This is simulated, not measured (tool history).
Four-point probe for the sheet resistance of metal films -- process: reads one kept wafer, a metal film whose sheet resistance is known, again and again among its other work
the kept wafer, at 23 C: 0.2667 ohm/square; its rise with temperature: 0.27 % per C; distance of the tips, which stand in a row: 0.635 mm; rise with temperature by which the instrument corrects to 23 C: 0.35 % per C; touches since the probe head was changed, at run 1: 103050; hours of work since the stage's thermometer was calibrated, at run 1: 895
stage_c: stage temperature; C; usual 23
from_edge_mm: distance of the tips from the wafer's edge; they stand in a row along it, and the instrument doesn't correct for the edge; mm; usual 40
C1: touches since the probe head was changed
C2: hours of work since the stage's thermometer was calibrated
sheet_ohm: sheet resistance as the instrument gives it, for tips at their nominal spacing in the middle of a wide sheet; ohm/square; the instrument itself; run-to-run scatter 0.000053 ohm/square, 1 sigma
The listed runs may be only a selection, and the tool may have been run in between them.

Run 1, hour 0.0: usual settings; C1 103050; C2 895. Result: sheet_ohm 0.268672 ohm/square.
Run 2, hour 52.0: usual settings; C1 105637; C2 927. Result: sheet_ohm 0.268699 ohm/square.
Run 3, hour 85.3: usual settings; C1 107292; C2 948. Result: sheet_ohm 0.268710 ohm/square.
Run 4, hour 133.2: usual settings; C1 109674; C2 978. Result: sheet_ohm 0.268722 ohm/square.
Run 5, hour 181.7: usual settings but stage_c 34 C; C1 112089; C2 1009. Result: sheet_ohm 0.266394 ohm/square.
Run 6, hour 229.4: usual settings but stage_c 34 C; C1 114458; C2 1039. Result: sheet_ohm 0.266388 ohm/square.
Run 7, hour 283.5: usual settings; C1 117152; C2 1073. Result: sheet_ohm 0.268731 ohm/square.
Run 8, hour 309.0: usual settings but stage_c 30 C; C1 118421; C2 1089. Result: sheet_ohm 0.267301 ohm/square.
Run 9, hour 354.8: usual settings but stage_c 30 C; C1 120699; C2 1118. Result: sheet_ohm 0.267275 ohm/square.
At hour 360.2: stage's thermometer calibrated.
Run 10, hour 378.0: usual settings but stage_c 31 C; C1 121828; C2 11. Result: sheet_ohm 0.267076 ohm/square.
Run 11, hour 427.2: usual settings; C1 124276; C2 42. Result: sheet_ohm 0.268734 ohm/square.
Run 12, hour 465.7: usual settings but stage_c 25 C, from_edge_mm 22 mm; C1 126188; C2 66. Result: sheet_ohm 0.268451 ohm/square.
At hour 502.2: stage's thermometer calibrated, once more.
Run 13, hour 507.0: usual settings but stage_c 25 C, from_edge_mm 71 mm; C1 128220; C2 3. Result: sheet_ohm 0.268471 ohm/square.
Run 14, hour 536.4: usual settings but stage_c 25 C, from_edge_mm 71 mm; C1 129682; C2 22. Result: sheet_ohm 0.268600 ohm/square.
Run 15, hour 585.5: usual settings but stage_c 20 C, from_edge_mm 11 mm; C1 132124; C2 52. Result: sheet_ohm 0.270000 ohm/square.
Run 16, hour 624.1: usual settings but stage_c 20 C, from_edge_mm 11 mm; C1 134043; C2 77. Result: sheet_ohm 0.270110 ohm/square.
Run 17, hour 673.3: usual settings but stage_c 20 C, from_edge_mm 11 mm; C1 136490; C2 108. Result: sheet_ohm 0.270132 ohm/square.
Run 18, hour 724.8: usual settings but stage_c 29 C, from_edge_mm 3 mm; C1 139051; C2 140. Result: sheet_ohm 0.274062 ohm/square.
Run 19, hour 768.5: usual settings but stage_c 19 C, from_edge_mm 64 mm; C1 141224; C2 168. Result: sheet_ohm 0.269840 ohm/square.
Run 20, hour 810.6: usual settings but stage_c 26 C, from_edge_mm 10 mm; C1 143320; C2 194. Result: sheet_ohm 0.269150 ohm/square.
Run 21, hour 851.0: usual settings but stage_c 26 C, from_edge_mm 10 mm; C1 145330; C2 220. Result: sheet_ohm 0.269080 ohm/square.
Run 22, hour 892.1: usual settings but stage_c 18 C, from_edge_mm 16 mm; C1 147374; C2 245. Result: sheet_ohm 0.270310 ohm/square.

Measured less the same run without the tool's hidden state. The same run-to-run variation is in both; the gauge's scatter may not be:
Hidden state at play: inner tips' distance over the nominal, %; tips' flats over new ones', %; wafer's true temperature over the reading, C; drift of the gauge itself on sheet_ohm, %.
run  sheet_ohm
  1  +0.001873
  2  +0.001898
  3  +0.001913
  4  +0.001936
  5  +0.001945
  6  +0.001968
  7  +0.002008
  8  +0.002011
  9  +0.002031
 10  +0.001994
 11  +0.002026
 12  +0.002043
 13  +0.002252
 14  +0.002267
 15  +0.002302
 16  +0.002319
 17  +0.002344
 18  +0.002398
 19  +0.002385
 20  +0.002398
 21  +0.002417
 22  +0.002446
